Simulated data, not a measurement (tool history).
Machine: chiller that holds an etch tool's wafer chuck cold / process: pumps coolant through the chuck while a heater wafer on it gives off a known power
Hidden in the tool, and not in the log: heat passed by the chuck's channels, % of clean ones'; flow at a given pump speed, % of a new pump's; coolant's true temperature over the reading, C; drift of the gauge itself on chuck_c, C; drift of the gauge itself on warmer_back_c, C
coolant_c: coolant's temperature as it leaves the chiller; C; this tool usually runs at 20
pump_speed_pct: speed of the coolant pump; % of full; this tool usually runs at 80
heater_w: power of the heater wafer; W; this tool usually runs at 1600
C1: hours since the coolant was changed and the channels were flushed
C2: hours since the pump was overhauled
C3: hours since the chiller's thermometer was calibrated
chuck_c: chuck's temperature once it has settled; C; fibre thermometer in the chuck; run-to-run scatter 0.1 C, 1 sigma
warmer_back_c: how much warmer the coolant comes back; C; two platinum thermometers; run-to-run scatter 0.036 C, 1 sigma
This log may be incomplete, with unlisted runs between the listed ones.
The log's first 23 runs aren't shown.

-- day=79.454 chiller's thermometer calibrated, once more
run 24 day=83.954 | coolant_c=20 pump_speed_pct=80 heater_w=1270 | C1=6065 C2=5155 C3=108 | chuck_c=30.5 warmer_back_c=5.84
run 25 day=88.383 | coolant_c=20 pump_speed_pct=80 heater_w=1270 | C1=6171 C2=5261 C3=214 | chuck_c=30.4 warmer_back_c=5.82
run 26 day=91.375 | coolant_c=20 pump_speed_pct=80 heater_w=1270 | C1=6243 C2=5333 C3=286 | chuck_c=30.4 warmer_back_c=5.89
run 27 day=95.429 | coolant_c=20 pump_speed_pct=80 heater_w=1270 | C1=6340 C2=5430 C3=383 | chuck_c=30.4 warmer_back_c=5.90
run 28 day=100.438 | coolant_c=12 pump_speed_pct=80 heater_w=1583 | C1=6461 C2=5550 C3=504 | chuck_c=25.1 warmer_back_c=7.28
run 29 day=104.171 | coolant_c=20 pump_speed_pct=81 heater_w=1559 | C1=6550 C2=5640 C3=593 | chuck_c=32.6 warmer_back_c=7.07
run 30 day=107.858 | coolant_c=10 pump_speed_pct=83 heater_w=2338 | C1=6639 C2=5729 C3=682 | chuck_c=28.7 warmer_back_c=10.39
run 31 day=112.825 | coolant_c=10 pump_speed_pct=83 heater_w=2338 | C1=6758 C2=5848 C3=801 | chuck_c=29.0 warmer_back_c=10.42

5 options for the next run, each taken on its own from the tool as it stands now. Forecast them:
run A day=115.888 | coolant_c=20 pump_speed_pct=80 heater_w=1009 | C1=6831 C2=5921 C3=874 | chuck_c=? warmer_back_c=?
run B day=115.888 | coolant_c=15 pump_speed_pct=80 heater_w=1600 | C1=6831 C2=5921 C3=874 | chuck_c=? warmer_back_c=?
run C day=115.888 | coolant_c=15 pump_speed_pct=83 heater_w=2338 | C1=6831 C2=5921 C3=874 | chuck_c=? warmer_back_c=?
run D day=115.888 | coolant_c=25 pump_speed_pct=61 heater_w=1829 | C1=6831 C2=5921 C3=874 | chuck_c=? warmer_back_c=?
run E day=115.888 | coolant_c=20 pump_speed_pct=83 heater_w=1600 | C1=6831 C2=5921 C3=874 | chuck_c=? warmer_back_c=?

run=A chuck_c=28.6 warmer_back_c=4.62
run=B chuck_c=28.3 warmer_back_c=7.51
run=C chuck_c=33.9 warmer_back_c=10.49
run=D chuck_c=43.6 warmer_back_c=11.34
run=E chuck_c=33.0 warmer_back_c=7.12
With no hidden state in the tool, these same runs would have given:
run=A chuck_c=27.4 warmer_back_c=4.23
run=B chuck_c=26.5 warmer_back_c=6.89
run=C chuck_c=31.4 warmer_back_c=9.62
run=D chuck_c=41.2 warmer_back_c=10.40
run=E chuck_c=31.2 warmer_back_c=6.53
